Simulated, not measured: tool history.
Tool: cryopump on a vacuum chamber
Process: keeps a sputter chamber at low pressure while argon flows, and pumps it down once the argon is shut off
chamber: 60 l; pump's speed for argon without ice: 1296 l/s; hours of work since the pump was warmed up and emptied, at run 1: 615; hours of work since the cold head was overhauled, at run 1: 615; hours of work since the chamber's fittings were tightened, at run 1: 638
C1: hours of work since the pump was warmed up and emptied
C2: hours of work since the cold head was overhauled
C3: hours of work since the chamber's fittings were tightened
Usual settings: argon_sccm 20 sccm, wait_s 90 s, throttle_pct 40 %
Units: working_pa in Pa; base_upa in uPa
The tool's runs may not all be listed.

Run 1, hour 0: usual settings; C1 615; C2 615; C3 638. Result: working_pa 0.0707 Pa, base_upa 1.57 uPa.
Run 2, hour 28.3: usual settings but throttle_pct 49 %; C1 636; C2 636; C3 659. Result: working_pa 0.0586 Pa, base_upa 1.63 uPa.
Run 3, hour 53.4: usual settings but throttle_pct 49 %; C1 654; C2 654; C3 677. Result: working_pa 0.0586 Pa, base_upa 1.62 uPa.
Run 4, hour 85.5: usual settings but throttle_pct 49 %; C1 678; C2 678; C3 701. Result: working_pa 0.0599 Pa, base_upa 1.67 uPa.
Run 5, hour 105.7: usual settings but wait_s 117 s; C1 692; C2 692; C3 715. Result: working_pa 0.0709 Pa, base_upa 1.56 uPa.
Run 6, hour 131: usual settings but wait_s 117 s; C1 711; C2 711; C3 734. Result: working_pa 0.072 Pa, base_upa 1.59 uPa.
Run 7, hour 159.9: usual settings but wait_s 117 s; C1 732; C2 732; C3 755. Result: working_pa 0.0722 Pa, base_upa 1.67 uPa.
Run 8, hour 191.1: usual settings but wait_s 117 s; C1 754; C2 754; C3 777. Result: working_pa 0.0729 Pa, base_upa 1.67 uPa.
Run 9, hour 219.6: usual settings but wait_s 117 s; C1 775; C2 775; C3 798. Result: working_pa 0.0719 Pa, base_upa 1.76 uPa.
Run 10, hour 244.5: usual settings but argon_sccm 23 sccm, wait_s 117 s; C1 793; C2 793; C3 816. Result: working_pa 0.0832 Pa, base_upa 1.77 uPa.
Run 11, hour 266.2: usual settings but argon_sccm 35 sccm; C1 809; C2 809; C3 832. Result: working_pa 0.1277 Pa, base_upa 1.96 uPa.
Run 12, hour 293.5: usual settings; C1 829; C2 829; C3 852. Result: working_pa 0.0732 Pa, base_upa 1.96 uPa.
Run 13, hour 324.5: usual settings but argon_sccm 12 sccm; C1 851; C2 851; C3 874. Result: working_pa 0.0446 Pa, base_upa 2.01 uPa.
Run 14, hour 346.7: usual settings but argon_sccm 12 sccm; C1 868; C2 868; C3 891. Result: working_pa 0.0446 Pa, base_upa 2.02 uPa.
Run 15, hour 370: usual settings but argon_sccm 12 sccm; C1 885; C2 885; C3 907. Result: working_pa 0.0444 Pa, base_upa 2.08 uPa.
Run 16, hour 383.5: usual settings; C1 894; C2 894; C3 917. Result: working_pa 0.0736 Pa, base_upa 2.08 uPa.
Run 17, hour 408.5: usual settings; C1 913; C2 913; C3 935. Result: working_pa 0.0737 Pa, base_upa 2.08 uPa.
Run 18, hour 423.2: usual settings but argon_sccm 17 sccm, wait_s 73 s; C1 923; C2 923; C3 946. Result: working_pa 0.0642 Pa, base_upa 2.33 uPa.
Run 19, hour 453.2: usual settings but argon_sccm 17 sccm, wait_s 73 s; C1 945; C2 945; C3 968. Result: working_pa 0.0646 Pa, base_upa 2.34 uPa.
Run 20, hour 482.7: usual settings but argon_sccm 10 sccm, wait_s 255 s, throttle_pct 45 %; C1 967; C2 967; C3 989. Result: working_pa 0.0336 Pa, base_upa 1.89 uPa.
Run 21, hour 497.9: usual settings but argon_sccm 10 sccm, wait_s 255 s, throttle_pct 45 %; C1 978; C2 978; C3 1001. Result: working_pa 0.0346 Pa, base_upa 1.89 uPa.
Run 22, hour 527: usual settings but wait_s 176 s; C1 999; C2 999; C3 1022. Result: working_pa 0.0752 Pa, base_upa 1.98 uPa.
Run 23, hour 554.9: usual settings but wait_s 176 s; C1 1019; C2 1019; C3 1042. Result: working_pa 0.0758 Pa, base_upa 2.07 uPa.
Run 24, hour 580.4: usual settings but argon_sccm 17 sccm, wait_s 176 s, throttle_pct 21 %; C1 1038; C2 1038; C3 1061. Result: working_pa 0.1144 Pa, base_upa 2.08 uPa.
Run 25, hour 599.5: usual settings but argon_sccm 17 sccm, wait_s 176 s, throttle_pct 21 %; C1 1052; C2 1052; C3 1074. Result: working_pa 0.1142 Pa, base_upa 2.16 uPa.
Run 26, hour 624.3: usual settings but argon_sccm 38 sccm; C1 1070; C2 1070; C3 1092. Result: working_pa 0.1459 Pa, base_upa 2.5 uPa.
Run 27, hour 655: usual settings but argon_sccm 14 sccm, wait_s 39 s, throttle_pct 16 %; C1 1092; C2 1092; C3 1115. Result: working_pa 0.1219 Pa, base_upa 3.11 uPa.
Run 28, hour 682.6: usual settings but argon_sccm 14 sccm, wait_s 39 s, throttle_pct 16 %; C1 1112; C2 1112; C3 1135. Result: working_pa 0.1228 Pa, base_upa 3.24 uPa.
Run 29, hour 696.3: usual settings but argon_sccm 11 sccm, wait_s 28 s, throttle_pct 17 %; C1 1122; C2 1122; C3 1145. Result: working_pa 0.0904 Pa, base_upa 3.75 uPa.
Run 30, hour 727.9: usual settings but argon_sccm 11 sccm, wait_s 28 s, throttle_pct 17 %; C1 1145; C2 1145; C3 1168. Result: working_pa 0.0906 Pa, base_upa 3.77 uPa.
Run 31, hour 752.3: usual settings but throttle_pct 56 %; C1 1163; C2 1163; C3 1186. Result: working_pa 0.059 Pa, base_upa 2.62 uPa.
At hour 783.5: pump warmed up, emptied and cooled again.
Run 32, hour 789.1: usual settings but throttle_pct 56 %; C1 4; C2 1186; C3 1209. Result: working_pa 0.0474 Pa, base_upa 2 uPa.
Run 33, hour 813.2: usual settings but argon_sccm 21 sccm; C1 22; C2 1203; C3 1226. Result: working_pa 0.0689 Pa, base_upa 2.03 uPa.
Run 34, hour 834.2: usual settings but argon_sccm 21 sccm; C1 37; C2 1219; C3 1242. Result: working_pa 0.0695 Pa, base_upa 2.04 uPa.

How the hidden state differs across the entries between the runs, from the last listed run before each to the first after it:
Between runs 31 and 32: pump warmed up, emptied and cooled again (hour 783.5)
  pump's speed, % of a pump's without ice: 68.6 -> 99.7; cold plate's temperature, K: 12.76 -> 12.77; leak into the chamber, uPa l/s: 1861 -> 1892
  measured less the result without the state, working_pa: +0.0125 -> +0.0005 Pa; base_upa: +1.91 -> +1.26 uPa
